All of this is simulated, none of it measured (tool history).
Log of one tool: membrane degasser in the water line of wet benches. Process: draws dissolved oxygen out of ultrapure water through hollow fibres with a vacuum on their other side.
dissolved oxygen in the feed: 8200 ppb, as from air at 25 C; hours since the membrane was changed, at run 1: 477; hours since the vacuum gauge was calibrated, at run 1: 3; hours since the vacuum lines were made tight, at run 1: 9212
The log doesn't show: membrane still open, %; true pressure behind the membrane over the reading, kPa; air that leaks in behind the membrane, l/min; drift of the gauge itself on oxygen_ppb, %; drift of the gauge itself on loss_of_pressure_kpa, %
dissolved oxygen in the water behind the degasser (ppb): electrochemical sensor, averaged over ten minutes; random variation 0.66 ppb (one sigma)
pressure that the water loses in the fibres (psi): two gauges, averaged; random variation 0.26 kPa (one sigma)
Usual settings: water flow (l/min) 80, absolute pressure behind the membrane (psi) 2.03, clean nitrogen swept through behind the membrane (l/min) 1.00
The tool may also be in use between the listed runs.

run	day	water flow (l/min)	absolute pressure behind the membrane (psi)	clean nitrogen swept through behind the membrane (l/min)	hours since the membrane was changed	hours since the vacuum gauge was calibrated	hours since the vacuum lines were made tight	dissolved oxygen in the water behind the degasser (ppb)	pressure that the water loses in the fibres (psi)
1	0.000	80	2.03	1.00	477	3	9212	1286.2	10.054
2	2.600	80	2.81	1.00	539	66	9275	1821.4	10.129
3	5.396	80	2.81	1.37	607	133	9342	1499.5	10.095
4	8.262	80	2.81	1.37	675	201	9411	1497.2	10.051
5	11.212	80	2.81	1.37	746	272	9482	1497.8	10.077
6	13.804	80	2.81	1.37	808	334	9544	1497.5	10.148
7	16.583	80	2.81	1.37	875	401	9610	1498.3	10.105
8	18.446	80	2.81	1.37	920	446	9655	1499.2	10.086
9	19.988	80	2.81	1.37	957	483	9692	1498.0	10.111
10	22.904	80	2.03	0.60	1027	553	9762	1713.3	10.079
11	25.746	80	2.03	0.60	1095	621	9830	1714.3	10.179
12	29.008	80	1.67	1.00	1173	699	9909	1016.9	10.128
13	30.575	80	1.67	1.00	1211	737	9946	1017.8	10.122
14	32.371	80	1.67	1.45	1254	780	9989	798.4	10.142
15	35.896	80	1.67	1.45	1339	865	10074	798.9	10.156
16	38.350	80	1.67	0.81	1397	924	10133	1154.9	10.109
17	41.833	80	1.67	0.81	1481	1007	10216	1153.6	10.099
18	45.333	80	1.67	0.81	1565	1091	10300	1155.3	10.118
19	47.983	92	3.44	2.00	1629	1155	10364	1566.1	11.651
20	51.075	119	3.38	2.22	1703	1229	10438	1716.3	15.020
21	52.942	53	5.05	2.23	1748	1274	10483	1400.8	6.678
# day 53.154: vacuum gauge calibrated
22	55.333	102	1.80	0.97	1805	52	10540	1322.8	12.921
23	56.838	80	2.03	1.80	1841	88	10576	870.8	10.196
24	59.521	80	2.81	1.47	1905	153	10640	1430.6	10.138
# day 60.838: vacuum gauge calibrated, once more
25	61.542	102	2.03	1.12	1953	17	10688	1401.4	12.934
26	63.488	102	2.03	1.12	2000	64	10735	1401.6	12.907
27	65.204	86	1.57	1.71	2041	105	10776	693.5	10.949
28	67.067	86	1.57	1.71	2086	150	10821	693.9	10.840
29	70.550	54	2.06	1.01	2169	233	10905	1001.3	6.866
30	73.542	78	2.03	1.81	2241	305	10976	852.1	9.944
31	76.800	51	3.31	0.64	2319	383	11055	2112.3	6.485
32	79.517	68	2.05	1.00	2384	448	11120	1169.6	8.631

The same runs without the tool's hidden state, with the same run-to-run variation:
run	dissolved oxygen in the water behind the degasser (ppb)	pressure that the water loses in the fibres (psi)
1	1290.1	10.041
2	1825.5	10.113
3	1500.9	10.077
4	1498.5	10.031
5	1499.1	10.055
6	1498.7	10.125
7	1499.6	10.079
8	1500.4	10.060
9	1499.2	10.083
10	1722.7	10.050
11	1723.7	10.147
12	1019.7	10.095
13	1020.6	10.089
14	799.0	10.106
15	799.5	10.116
16	1159.3	10.069
17	1157.9	10.055
18	1159.5	10.073
19	1565.0	11.597
20	1715.7	14.948
21	1394.9	6.644
22	1326.3	12.856
23	870.0	10.142
24	1430.5	10.083
25	1403.5	12.862
26	1403.7	12.833
27	692.6	10.885
28	693.0	10.776
29	1001.2	6.824
30	850.7	9.881
31	2117.5	6.441
32	1170.7	8.573
